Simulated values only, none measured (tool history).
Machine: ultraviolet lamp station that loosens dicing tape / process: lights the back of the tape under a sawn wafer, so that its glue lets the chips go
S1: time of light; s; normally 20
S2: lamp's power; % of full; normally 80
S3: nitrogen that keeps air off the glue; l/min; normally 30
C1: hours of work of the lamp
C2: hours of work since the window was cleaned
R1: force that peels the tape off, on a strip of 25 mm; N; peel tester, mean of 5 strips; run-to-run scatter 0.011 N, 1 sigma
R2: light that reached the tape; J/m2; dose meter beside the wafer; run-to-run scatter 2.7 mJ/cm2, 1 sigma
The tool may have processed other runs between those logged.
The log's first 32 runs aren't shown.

run    hour  S1  S2  S3   C1   C2     R1    R2
 33   920.6  20  73  51  648  146  0.679  2520
 34   955.6  20  73  51  673  171  0.688  2470
 35   973.0  20  73  16  685  183  1.201  2460
 36   998.7  20  77  15  703  201  1.125  2520
 37  1028.0  20  80  51  724  222  0.634  2600
 38  1060.0  32  71  31  746  245  0.446  3630
 39  1079.3  25  91  14  760  258  0.697  3630
 40  1101.2  13  87  14  775  274  1.809  1810
 41  1134.8  20  74  48  799  297  0.767  2310
 42  1157.0  20  96  30  815  313  0.642  2880

Predict each of these 3 candidate next runs independently; none follows another, all start after run 42:
  A  1192.0  19  99  28  839  338   ?   ?
  B  1192.0  20  73  19  839  338   ?   ?
  C  1192.0  30  96  58  839  338   ?   ?

run     R1    R2
  A  0.708  2780
  B  1.273  2170
  C  0.312  4250
What these runs would have given with no unlogged condition in the tool:
run     R1    R2
  A  0.381  4160
  B  0.709  3230
  C  0.256  6360
